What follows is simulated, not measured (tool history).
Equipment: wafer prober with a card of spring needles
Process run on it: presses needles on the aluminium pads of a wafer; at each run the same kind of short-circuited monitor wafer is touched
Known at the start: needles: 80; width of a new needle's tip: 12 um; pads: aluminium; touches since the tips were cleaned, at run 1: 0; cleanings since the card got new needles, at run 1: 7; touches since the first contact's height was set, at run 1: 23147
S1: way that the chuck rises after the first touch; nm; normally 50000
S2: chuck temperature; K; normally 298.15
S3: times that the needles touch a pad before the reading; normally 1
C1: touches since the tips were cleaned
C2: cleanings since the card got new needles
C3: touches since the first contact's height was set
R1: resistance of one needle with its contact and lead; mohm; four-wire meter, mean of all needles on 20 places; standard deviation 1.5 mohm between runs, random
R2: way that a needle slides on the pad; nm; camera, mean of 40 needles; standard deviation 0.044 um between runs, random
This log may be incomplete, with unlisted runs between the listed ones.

run,hour,S1,S2,S3,C1,C2,C3,R1,R2
1,0.0,50000,298.15,1,0,7,23147,144,8140
2,12.2,50000,298.15,1,2225,7,25372,203,7920
# hour 16.4: tips cleaned on abrasive film
3,28.5,50000,298.15,2,2213,8,28335,227,8050
# hour 32.7: tips cleaned on abrasive film
4,47.3,57000,298.15,1,2667,9,31749,199,9120
# hour 48.7: tips cleaned on abrasive film
5,57.6,50000,298.15,2,1623,10,33620,170,8020
# hour 63.6: tips cleaned on abrasive film, once more
6,77.1,50000,298.15,2,2463,11,37156,183,8050
# hour 79.2: tips cleaned on abrasive film
# hour 96.3: tips cleaned on abrasive film
7,96.8,50000,298.15,2,81,13,40714,144,7920
8,107.5,57000,298.15,2,2052,13,42685,166,9130
# hour 112.0: tips cleaned on abrasive film
9,117.5,50000,298.15,1,1009,14,44488,178,7890
# hour 127.9: tips cleaned on abrasive film
10,127.9,50000,298.15,1,0,15,46375,141,7850
11,139.0,50000,298.15,1,2023,15,48398,203,7970
# hour 143.3: tips cleaned on abrasive film
12,149.5,50000,298.15,1,1138,16,50294,178,7930
# hour 159.2: tips cleaned on abrasive film
13,163.3,50000,298.15,1,754,17,52798,168,7990
# hour 175.6: tips cleaned on abrasive film
14,180.4,50000,298.15,1,874,18,55895,178,7940
15,189.8,50000,298.15,1,2604,18,57625,218,7900
# hour 191.0: tips cleaned on abrasive film
# hour 207.7: tips cleaned on abrasive film
16,207.7,50000,298.15,1,0,20,60845,151,7960
# hour 223.9: tips cleaned on abrasive film
17,226.9,44000,380.15,2,554,21,64349,175,6970
# hour 239.7: tips cleaned on abrasive film
18,244.6,45000,361.15,3,884,22,67554,166,7000
# hour 255.8: tips cleaned on abrasive film
19,257.4,45000,361.15,3,296,23,69885,157,7150
# hour 272.8: tips cleaned on abrasive film
20,273.9,50000,298.15,2,192,24,72870,146,7970
21,287.5,60000,298.15,1,2690,24,75368,191,9520
# hour 289.2: tips cleaned on abrasive film
22,300.9,60000,390.15,2,2140,25,77793,176,9510
# hour 305.6: tips cleaned on abrasive film
23,319.6,60000,390.15,2,2569,26,81195,178,9510
# hour 322.4: tips cleaned on abrasive film
24,332.1,60000,390.15,2,1774,27,83448,173,9530
# hour 338.7: tips cleaned on abrasive film
25,345.2,50000,298.15,1,1183,28,85830,181,7810
# hour 354.4: tips cleaned on abrasive film
26,367.0,43000,350.15,1,2300,29,89793,238,6760
# hour 370.2: tips cleaned on abrasive film
# hour 387.0: tips cleaned on abrasive film
27,389.0,36000,350.15,1,371,31,93782,190,5490
# hour 402.7: tips cleaned on abrasive film
28,403.7,50000,366.15,1,174,32,96441,162,7860
29,415.0,43000,365.15,3,2231,32,98498,183,6700
# hour 418.5: tips cleaned on abrasive film
30,431.7,43000,347.15,2,2412,33,101537,203,6690
# hour 435.2: tips cleaned on abrasive film
31,445.5,49000,300.15,1,1878,34,104044,204,7610
# hour 450.8: tips cleaned on abrasive film
32,462.9,49000,300.15,1,2214,35,107199,214,7600

Describe how what the log doesn't record of the tool's condition differs between the last listed run preceding each entry between runs and the first listed run following it.
Between runs 2 and 3: tips cleaned on abrasive film (hour 16.4)
  debris on the tips, nm: 61.9 -> 134.5; way that the needles fall short of the set height, um: 0.4 -> 0.48; tips' diameter, um: 12.14 -> 12.2
  measured result minus the result with no hidden state, R1: +67 -> +89 mohm; R2: -60 -> -80 nm
Between runs 3 and 4: tips cleaned on abrasive film (hour 32.7)
  debris on the tips, nm: 134.5 -> 70.5; way that the needles fall short of the set height, um: 0.48 -> 0.54; tips' diameter, um: 12.2 -> 12.22
  measured result minus the result with no hidden state, R1: +89 -> +63 mohm; R2: -80 -> -80 nm
Between runs 4 and 5: tips cleaned on abrasive film (hour 48.7)
  debris on the tips, nm: 70.5 -> 49; way that the needles fall short of the set height, um: 0.54 -> 0.61; tips' diameter, um: 12.22 -> 12.24
  measured result minus the result with no hidden state, R1: +63 -> +33 mohm; R2: -80 -> -100 nm
Between runs 5 and 6: tips cleaned on abrasive film, once more (hour 63.6)
  debris on the tips, nm: 49 -> 67; way that the needles fall short of the set height, um: 0.61 -> 0.68; tips' diameter, um: 12.24 -> 12.27
  measured result minus the result with no hidden state, R1: +33 -> +45 mohm; R2: -100 -> -110 nm
Between runs 6 and 7: tips cleaned on abrasive film (hour 79.2); tips cleaned on abrasive film (hour 96.3)
  debris on the tips, nm: 67 -> 6.4; way that the needles fall short of the set height, um: 0.68 -> 0.79; tips' diameter, um: 12.27 -> 12.31
  measured result minus the result with no hidden state, R1: +45 -> +5 mohm; R2: -110 -> -130 nm
Between runs 8 and 9: tips cleaned on abrasive film (hour 112.0)
  debris on the tips, nm: 55.7 -> 37.2; way that the needles fall short of the set height, um: 0.79 -> 0.83; tips' diameter, um: 12.31 -> 12.32
  measured result minus the result with no hidden state, R1: +30 -> +42 mohm; R2: -130 -> -130 nm
Between runs 9 and 10: tips cleaned on abrasive film (hour 127.9)
  debris on the tips, nm: 37.2 -> 3.8; way that the needles fall short of the set height, um: 0.83 -> 0.9; tips' diameter, um: 12.32 -> 12.34
  measured result minus the result with no hidden state, R1: +42 -> +4 mohm; R2: -130 -> -140 nm
Between runs 11 and 12: tips cleaned on abrasive film (hour 143.3)
  debris on the tips, nm: 56.4 -> 35.5; way that the needles fall short of the set height, um: 0.9 -> 0.94; tips' diameter, um: 12.34 -> 12.36
  measured result minus the result with no hidden state, R1: +66 -> +41 mohm; R2: -150 -> -150 nm
Between runs 12 and 13: tips cleaned on abrasive film (hour 159.2)
  debris on the tips, nm: 35.5 -> 24.5; way that the needles fall short of the set height, um: 0.94 -> 0.98; tips' diameter, um: 12.36 -> 12.37
  measured result minus the result with no hidden state, R1: +41 -> +29 mohm; R2: -150 -> -160 nm
Between runs 13 and 14: tips cleaned on abrasive film (hour 175.6)
  debris on the tips, nm: 24.5 -> 32.8; way that the needles fall short of the set height, um: 0.98 -> 1.03; tips' diameter, um: 12.37 -> 12.39
  measured result minus the result with no hidden state, R1: +29 -> +39 mohm; R2: -160 -> -170 nm
Between runs 15 and 16: tips cleaned on abrasive film (hour 191.0); tips cleaned on abrasive film (hour 207.7)
  debris on the tips, nm: 69.7 -> 8.1; way that the needles fall short of the set height, um: 1.03 -> 1.12; tips' diameter, um: 12.39 -> 12.42
  measured result minus the result with no hidden state, R1: +81 -> +10 mohm; R2: -160 -> -180 nm
Between runs 16 and 17: tips cleaned on abrasive film (hour 223.9)
  debris on the tips, nm: 8.1 -> 25; way that the needles fall short of the set height, um: 1.12 -> 1.16; tips' diameter, um: 12.42 -> 12.44
  measured result minus the result with no hidden state, R1: +10 -> +20 mohm; R2: -180 -> -190 nm
Between runs 17 and 18: tips cleaned on abrasive film (hour 239.7)
  debris on the tips, nm: 25 -> 27.9; way that the needles fall short of the set height, um: 1.16 -> 1.2; tips' diameter, um: 12.44 -> 12.45
  measured result minus the result with no hidden state, R1: +20 -> +14 mohm; R2: -190 -> -200 nm
Between runs 18 and 19: tips cleaned on abrasive film (hour 255.8)
  debris on the tips, nm: 27.9 -> 16; way that the needles fall short of the set height, um: 1.2 -> 1.27; tips' diameter, um: 12.45 -> 12.47
  measured result minus the result with no hidden state, R1: +14 -> +8 mohm; R2: -200 -> -200 nm
Between runs 19 and 20: tips cleaned on abrasive film (hour 272.8)
  debris on the tips, nm: 16 -> 9; way that the needles fall short of the set height, um: 1.27 -> 1.32; tips' diameter, um: 12.47 -> 12.49
  measured result minus the result with no hidden state, R1: +8 -> +8 mohm; R2: -200 -> -210 nm
Between runs 21 and 22: tips cleaned on abrasive film (hour 289.2)
  debris on the tips, nm: 67 -> 56.3; way that the needles fall short of the set height, um: 1.32 -> 1.38; tips' diameter, um: 12.49 -> 12.51
  measured result minus the result with no hidden state, R1: +57 -> +25 mohm; R2: -210 -> -220 nm
Between runs 22 and 23: tips cleaned on abrasive film (hour 305.6)
  debris on the tips, nm: 56.3 -> 67.7; way that the needles fall short of the set height, um: 1.38 -> 1.45; tips' diameter, um: 12.51 -> 12.54
  measured result minus the result with no hidden state, R1: +25 -> +30 mohm; R2: -220 -> -230 nm
Between runs 23 and 24: tips cleaned on abrasive film (hour 322.4)
  debris on the tips, nm: 67.7 -> 46.9; way that the needles fall short of the set height, um: 1.45 -> 1.5; tips' diameter, um: 12.54 -> 12.55
  measured result minus the result with no hidden state, R1: +30 -> +21 mohm; R2: -230 -> -240 nm
Between runs 24 and 25: tips cleaned on abrasive film (hour 338.7)
  debris on the tips, nm: 46.9 -> 35; way that the needles fall short of the set height, um: 1.5 -> 1.54; tips' diameter, um: 12.55 -> 12.57
  measured result minus the result with no hidden state, R1: +21 -> +43 mohm; R2: -240 -> -250 nm
Between runs 25 and 26: tips cleaned on abrasive film (hour 354.4)
  debris on the tips, nm: 35 -> 61.4; way that the needles fall short of the set height, um: 1.54 -> 1.61; tips' diameter, um: 12.57 -> 12.59
  measured result minus the result with no hidden state, R1: +43 -> +91 mohm; R2: -250 -> -260 nm
Between runs 26 and 27: tips cleaned on abrasive film (hour 370.2); tips cleaned on abrasive film (hour 387.0)
  debris on the tips, nm: 61.4 -> 18.8; way that the needles fall short of the set height, um: 1.61 -> 1.7; tips' diameter, um: 12.59 -> 12.63
  measured result minus the result with no hidden state, R1: +91 -> +40 mohm; R2: -260 -> -280 nm
Between runs 27 and 28: tips cleaned on abrasive film (hour 402.7)
  debris on the tips, nm: 18.8 -> 11.7; way that the needles fall short of the set height, um: 1.7 -> 1.76; tips' diameter, um: 12.63 -> 12.65
  measured result minus the result with no hidden state, R1: +40 -> +13 mohm; R2: -280 -> -280 nm
Between runs 29 and 30: tips cleaned on abrasive film (hour 418.5)
  debris on the tips, nm: 61 -> 61.1; way that the needles fall short of the set height, um: 1.76 -> 1.83; tips' diameter, um: 12.65 -> 12.67
  measured result minus the result with no hidden state, R1: +34 -> +56 mohm; R2: -280 -> -300 nm
Between runs 30 and 31: tips cleaned on abrasive film (hour 435.2)
  debris on the tips, nm: 61.1 -> 51.4; way that the needles fall short of the set height, um: 1.83 -> 1.89; tips' diameter, um: 12.67 -> 12.69
  measured result minus the result with no hidden state, R1: +56 -> +67 mohm; R2: -300 -> -300 nm
Between runs 31 and 32: tips cleaned on abrasive film (hour 450.8)
  debris on the tips, nm: 51.4 -> 60; way that the needles fall short of the set height, um: 1.89 -> 1.94; tips' diameter, um: 12.69 -> 12.71
  measured result minus the result with no hidden state, R1: +67 -> +77 mohm; R2: -300 -> -310 nm

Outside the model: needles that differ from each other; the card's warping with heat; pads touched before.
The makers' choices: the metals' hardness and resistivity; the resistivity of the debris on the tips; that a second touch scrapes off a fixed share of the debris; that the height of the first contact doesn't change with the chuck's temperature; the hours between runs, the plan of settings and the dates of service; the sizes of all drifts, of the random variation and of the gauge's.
